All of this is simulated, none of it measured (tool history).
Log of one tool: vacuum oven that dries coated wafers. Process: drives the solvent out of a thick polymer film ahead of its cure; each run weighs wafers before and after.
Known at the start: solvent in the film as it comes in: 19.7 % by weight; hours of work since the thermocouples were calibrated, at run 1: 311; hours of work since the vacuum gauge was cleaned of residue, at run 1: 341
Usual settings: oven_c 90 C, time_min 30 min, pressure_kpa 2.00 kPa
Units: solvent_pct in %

run   hour  oven_c  time_min  pressure_kpa  hours of work since the thermocouples were calibrated  hours of work since the vacuum gauge was cleaned of residue  solvent_pct
  1    0.0      90        30          2.00                                                    311                                                          341         2.26
  2    6.9      90        24          2.00                                                    316                                                          346         3.02
  3   21.5      90        30          2.00                                                    328                                                          358         2.22
  4   34.0      90        38          2.00                                                    338                                                          368         1.65
  5   48.2      90        38          2.00                                                    349                                                          379         1.67
  6   55.4      90        38          2.00                                                    355                                                          385         1.66
  7   63.7      90        38          2.00                                                    361                                                          391         1.67
  8   75.6      90        38          2.00                                                    371                                                          401         1.68
  9   82.1      90        30          2.00                                                    376                                                          406         2.24
 10   91.0      90        30          2.00                                                    383                                                          413         2.26
 11  103.8      90        30          2.00                                                    393                                                          423         2.21
 12  118.2      83        25          1.95                                                    405                                                          435         4.66
 13  124.5      83        25          1.95                                                    410                                                          440         4.70
 14  136.3      83        25          1.95                                                    419                                                          449         4.65
 15  143.7      83        25          1.95                                                    425                                                          455         4.66
 16  154.2      93        30          4.60                                                    433                                                          463         2.96
 17  167.3      82        19          4.60                                                    444                                                          474         7.81
 18  175.5      90        36          1.13                                                    450                                                          480         1.33
 19  185.1      85        30          3.73                                                    458                                                          488         4.33
 20  194.0      85        30          3.73                                                    465                                                          495         4.32
 21  204.3      90        23          1.33                                                    473                                                          503         2.85

Forecast each of these 5 alternatives for the next run:
  A  214.9      90        17          1.33                                                    481                                                          511            ?
  B  214.9      90        30          5.39                                                    481                                                          511            ?
  C  214.9      90        23          1.69                                                    481                                                          511            ?
  D  214.9      93        30          2.00                                                    481                                                          511            ?
  E  214.9      79        18          1.33                                                    481                                                          511            ?

run  solvent_pct
  A         4.31
  B         3.96
  C         3.02
  D         1.74
  E         7.30
Without the tool's hidden state the same runs would have given:
run  solvent_pct
  A         4.31
  B         3.96
  C         3.02
  D         1.74
  E         7.31

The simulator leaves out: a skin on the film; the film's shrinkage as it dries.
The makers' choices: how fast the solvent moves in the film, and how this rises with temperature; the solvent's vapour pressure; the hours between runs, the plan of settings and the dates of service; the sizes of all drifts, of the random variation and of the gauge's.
